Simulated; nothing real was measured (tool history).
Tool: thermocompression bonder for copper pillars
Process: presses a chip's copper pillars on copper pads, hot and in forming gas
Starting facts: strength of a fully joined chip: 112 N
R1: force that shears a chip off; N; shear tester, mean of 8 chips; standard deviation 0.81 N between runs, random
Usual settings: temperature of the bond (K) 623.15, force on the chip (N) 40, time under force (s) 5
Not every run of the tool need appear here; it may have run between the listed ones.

{"run": 1, "day": 0.0, "temperature of the bond (K)": 623.15, "force on the chip (N)": 40, "time under force (s)": 5, "R1": 60}
{"run": 2, "day": 1.183, "temperature of the bond (K)": 623.15, "force on the chip (N)": 40, "time under force (s)": 5, "R1": 59.1}
{"run": 3, "day": 2.992, "temperature of the bond (K)": 628.15, "force on the chip (N)": 40, "time under force (s)": 5, "R1": 61.1}
{"run": 4, "day": 3.746, "temperature of the bond (K)": 628.15, "force on the chip (N)": 40, "time under force (s)": 5, "R1": 61.7}
{"run": 5, "day": 4.579, "temperature of the bond (K)": 628.15, "force on the chip (N)": 40, "time under force (s)": 5, "R1": 61.9}
{"run": 6, "day": 6.392, "temperature of the bond (K)": 623.15, "force on the chip (N)": 40, "time under force (s)": 5, "R1": 58.5}
{"run": 7, "day": 7.821, "temperature of the bond (K)": 623.15, "force on the chip (N)": 40, "time under force (s)": 5, "R1": 57.8}
{"run": 8, "day": 9.183, "temperature of the bond (K)": 623.15, "force on the chip (N)": 40, "time under force (s)": 5, "R1": 55.8}
{"run": 9, "day": 10.196, "temperature of the bond (K)": 623.15, "force on the chip (N)": 40, "time under force (s)": 5, "R1": 57}
{"run": 10, "day": 12.058, "temperature of the bond (K)": 623.15, "force on the chip (N)": 40, "time under force (s)": 5, "R1": 56.2}
{"run": 11, "day": 13.025, "temperature of the bond (K)": 623.15, "force on the chip (N)": 40, "time under force (s)": 5, "R1": 56.7}
{"run": 12, "day": 14.5, "temperature of the bond (K)": 623.15, "force on the chip (N)": 43, "time under force (s)": 5, "R1": 59.8}
{"run": 13, "day": 15.604, "temperature of the bond (K)": 623.15, "force on the chip (N)": 43, "time under force (s)": 5, "R1": 57.6}
{"run": 14, "day": 17.208, "temperature of the bond (K)": 623.15, "force on the chip (N)": 43, "time under force (s)": 5, "R1": 57.5}
{"run": 15, "day": 18.5, "temperature of the bond (K)": 604.15, "force on the chip (N)": 32, "time under force (s)": 13, "R1": 52.4}
{"run": 16, "day": 19.879, "temperature of the bond (K)": 604.15, "force on the chip (N)": 32, "time under force (s)": 6, "R1": 40.6}
{"run": 17, "day": 21.4, "temperature of the bond (K)": 634.15, "force on the chip (N)": 40, "time under force (s)": 5, "R1": 60.2}
{"run": 18, "day": 22.608, "temperature of the bond (K)": 621.15, "force on the chip (N)": 35, "time under force (s)": 4, "R1": 44.2}
{"run": 19, "day": 24.017, "temperature of the bond (K)": 621.15, "force on the chip (N)": 50, "time under force (s)": 5, "R1": 61.8}
{"run": 20, "day": 25.575, "temperature of the bond (K)": 621.15, "force on the chip (N)": 50, "time under force (s)": 5, "R1": 61.4}

Predict each of these 3 candidate next runs independently; none follows another, all start after run 20:
{"day": 25.996, "done": "forming gas filter changed"}
{"run": "A", "day": 26.871, "temperature of the bond (K)": 629.15, "force on the chip (N)": 54, "time under force (s)": 9, "R1": "?"}
{"day": 25.996, "done": "forming gas filter changed"}
{"run": "B", "day": 26.871, "temperature of the bond (K)": 619.15, "force on the chip (N)": 44, "time under force (s)": 5, "R1": "?"}
{"day": 25.996, "done": "forming gas filter changed"}
{"run": "C", "day": 26.871, "temperature of the bond (K)": 623.15, "force on the chip (N)": 44, "time under force (s)": 4, "R1": "?"}

run=A R1=86.1
run=B R1=59.4
run=C R1=59.3
With the hidden condition removed and each run's random variation left untouched, the same runs would have given:
run=A R1=90
run=B R1=63.8
run=C R1=63.8
